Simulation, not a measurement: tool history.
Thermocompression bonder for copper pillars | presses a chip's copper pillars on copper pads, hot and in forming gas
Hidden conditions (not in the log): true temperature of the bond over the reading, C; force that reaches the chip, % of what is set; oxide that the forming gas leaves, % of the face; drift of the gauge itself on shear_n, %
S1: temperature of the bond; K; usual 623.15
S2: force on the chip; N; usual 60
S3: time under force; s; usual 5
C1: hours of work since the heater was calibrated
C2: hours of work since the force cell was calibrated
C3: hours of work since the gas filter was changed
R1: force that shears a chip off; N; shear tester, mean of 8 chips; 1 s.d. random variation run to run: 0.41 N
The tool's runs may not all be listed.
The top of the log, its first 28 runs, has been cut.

run,hour,S1,S2,S3,C1,C2,C3,R1
29,1180.3,623.15,60,8,1339,1253,32,42.9
30,1214.8,623.15,68,14,1357,1271,50,54.1
31,1249.7,620.15,60,5,1375,1290,69,33.8
32,1301,620.15,60,5,1402,1317,96,33.2
33,1351.3,633.15,60,13,1429,1343,122,50.9
34,1397.7,623.15,46,7,1453,1367,146,32.1
35,1432.7,623.15,46,7,1471,1386,165,31.5
# hour 1450.6: forming gas filter changed
36,1464.4,632.15,40,5,1488,1402,7,31.5
37,1509.6,609.15,51,5,1512,1426,31,28.7
38,1568,613.15,65,5,1542,1457,62,33.8
39,1611.7,613.15,65,5,1565,1480,85,32.2
40,1656.1,639.15,39,12,1589,1503,108,42.4

Branching from run 40: 4 alternative next runs. What would each branch give?
A,1692.9,623.15,60,11,1608,1523,127,?
B,1692.9,645.15,39,12,1608,1523,127,?
C,1692.9,648.15,55,5,1608,1523,127,?
D,1692.9,639.15,39,3,1608,1523,127,?

run,R1
A,44.6
B,42.8
C,39.2
D,24.2
Take away the tool's hidden state, keep each run's random variation, and the runs would have read:
run,R1
A,53.3
B,51.2
C,47
D,29.4
